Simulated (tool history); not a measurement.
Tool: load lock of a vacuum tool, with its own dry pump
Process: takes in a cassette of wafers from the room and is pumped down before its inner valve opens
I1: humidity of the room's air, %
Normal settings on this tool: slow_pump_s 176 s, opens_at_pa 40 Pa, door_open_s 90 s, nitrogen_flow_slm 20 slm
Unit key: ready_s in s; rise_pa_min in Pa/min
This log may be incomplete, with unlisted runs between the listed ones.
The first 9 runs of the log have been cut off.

run 10 hour=2416.6 | slow_pump_s=176 opens_at_pa=40 door_open_s=90 nitrogen_flow_slm=20 | I1=46.6 | ready_s=250.4 rise_pa_min=0.016
run 11 hour=2663 | slow_pump_s=176 opens_at_pa=40 door_open_s=90 nitrogen_flow_slm=20 | I1=43.3 | ready_s=253.3 rise_pa_min=0.017
run 12 hour=2873.7 | slow_pump_s=176 opens_at_pa=40 door_open_s=90 nitrogen_flow_slm=20 | I1=45.1 | ready_s=252.5 rise_pa_min=0.016
run 13 hour=3203.4 | slow_pump_s=176 opens_at_pa=40 door_open_s=90 nitrogen_flow_slm=8 | I1=46.6 | ready_s=254.3 rise_pa_min=0.025
run 14 hour=3412.2 | slow_pump_s=176 opens_at_pa=40 door_open_s=90 nitrogen_flow_slm=34 | I1=47.2 | ready_s=251.9 rise_pa_min=0.01
run 15 hour=3796.8 | slow_pump_s=176 opens_at_pa=40 door_open_s=90 nitrogen_flow_slm=34 | I1=45.7 | ready_s=251.5 rise_pa_min=0.011
run 16 hour=4122.1 | slow_pump_s=176 opens_at_pa=40 door_open_s=90 nitrogen_flow_slm=34 | I1=47.9 | ready_s=250.1 rise_pa_min=0.012
run 17 hour=4349 | slow_pump_s=176 opens_at_pa=40 door_open_s=90 nitrogen_flow_slm=34 | I1=44.4 | ready_s=250.1 rise_pa_min=0.015
run 18 hour=4544.2 | slow_pump_s=176 opens_at_pa=40 door_open_s=90 nitrogen_flow_slm=34 | I1=48.7 | ready_s=251.2 rise_pa_min=0.016

What does the tool deliver on the next run?
run 19 hour=4734.9 | slow_pump_s=176 opens_at_pa=40 door_open_s=90 nitrogen_flow_slm=34 | I1=44.5 | ready_s=? rise_pa_min=?

ready_s: 251 s
rise_pa_min: 0.013 Pa/min
Were there no unlogged condition in the tool, this run, its random variation unchanged, would have produced ready_s 251 s, rise_pa_min 0.013 Pa/min.

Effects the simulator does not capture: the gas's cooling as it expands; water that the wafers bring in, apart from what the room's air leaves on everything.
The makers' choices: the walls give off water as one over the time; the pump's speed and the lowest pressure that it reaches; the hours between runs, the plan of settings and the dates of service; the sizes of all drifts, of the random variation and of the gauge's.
